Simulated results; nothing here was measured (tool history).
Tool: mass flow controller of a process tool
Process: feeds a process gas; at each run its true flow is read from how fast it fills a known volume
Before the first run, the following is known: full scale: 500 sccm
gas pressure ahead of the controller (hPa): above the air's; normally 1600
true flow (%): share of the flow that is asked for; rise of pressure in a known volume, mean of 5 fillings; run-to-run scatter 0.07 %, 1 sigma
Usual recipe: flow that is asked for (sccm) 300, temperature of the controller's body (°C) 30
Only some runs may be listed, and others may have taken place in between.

| run | day | flow that is asked for (sccm) | gas pressure ahead of the controller (hPa) | temperature of the controller's body (°C) | true flow (%) |
|---|---|---|---|---|---|
| 1 | 0 | 300 | 1600 | 30 | 97.97 |
| 2 | 6.083 | 300 | 1600 | 30 | 97.96 |
| 3 | 13.667 | 300 | 1600 | 30 | 97.91 |
| 4 | 21.662 | 150 | 1600 | 30 | 98.41 |
| 5 | 30.15 | 300 | 1600 | 30 | 97.79 |
| 6 | 34.875 | 300 | 1600 | 30 | 97.71 |
| 7 | 44 | 300 | 1600 | 30 | 97.8 |
| 8 | 48.558 | 300 | 1600 | 22 | 98.19 |
| 9 | 55.004 | 300 | 1600 | 22 | 98.23 |
| 10 | 64.546 | 300 | 1600 | 30 | 97.55 |
| 11 | 68.471 | 300 | 1420 | 30 | 97.66 |
| 12 | 75.404 | 300 | 1420 | 30 | 97.52 |
| 13 | 84.808 | 300 | 1420 | 30 | 97.61 |
| 14 | 90.325 | 182 | 2700 | 36 | 98.02 |
| 15 | 95.879 | 70 | 1400 | 23 | 101.25 |
| 16 | 100.558 | 300 | 2010 | 30 | 97.68 |
| 17 | 106.875 | 96 | 2780 | 30 | 99.78 |
| 18 | 112.858 | 300 | 1600 | 39 | 96.84 |
|  | 118.888 | controller exchanged for a calibrated one |
| 19 | 122.558 | 300 | 1600 | 39 | 98.59 |
| 20 | 128.617 | 300 | 1600 | 25 | 99.64 |
| 21 | 133.258 | 88 | 1600 | 30 | 98.92 |
| 22 | 140.575 | 230 | 1810 | 30 | 99.01 |
| 23 | 144.492 | 116 | 1810 | 35 | 98.49 |
| 24 | 151.304 | 88 | 2640 | 27 | 99.44 |
| 25 | 160.092 | 88 | 2640 | 27 | 99.52 |

Consider 5 possible next runs. They are alternatives, not a sequence: every one starts from the tool as it was left by run 25. What does each give?
| A | 164.504 | 75 | 2530 | 20 | ? |
| B | 164.504 | 101 | 2240 | 32 | ? |
| C | 164.504 | 129 | 1460 | 27 | ? |
| D | 164.504 | 196 | 2170 | 25 | ? |
| E | 164.504 | 266 | 2210 | 27 | ? |

| run | true flow (%) |
|---|---|
| A | 100.04 |
| B | 99.05 |
| C | 99 |
| D | 99.43 |
| E | 99.3 |
The same runs, with their run-to-run variation unchanged, on a tool lacking any hidden condition would have given:
| run | true flow (%) |
|---|---|
| A | 99.52 |
| B | 98.72 |
| C | 98.8 |
| D | 99.38 |
| E | 99.32 |
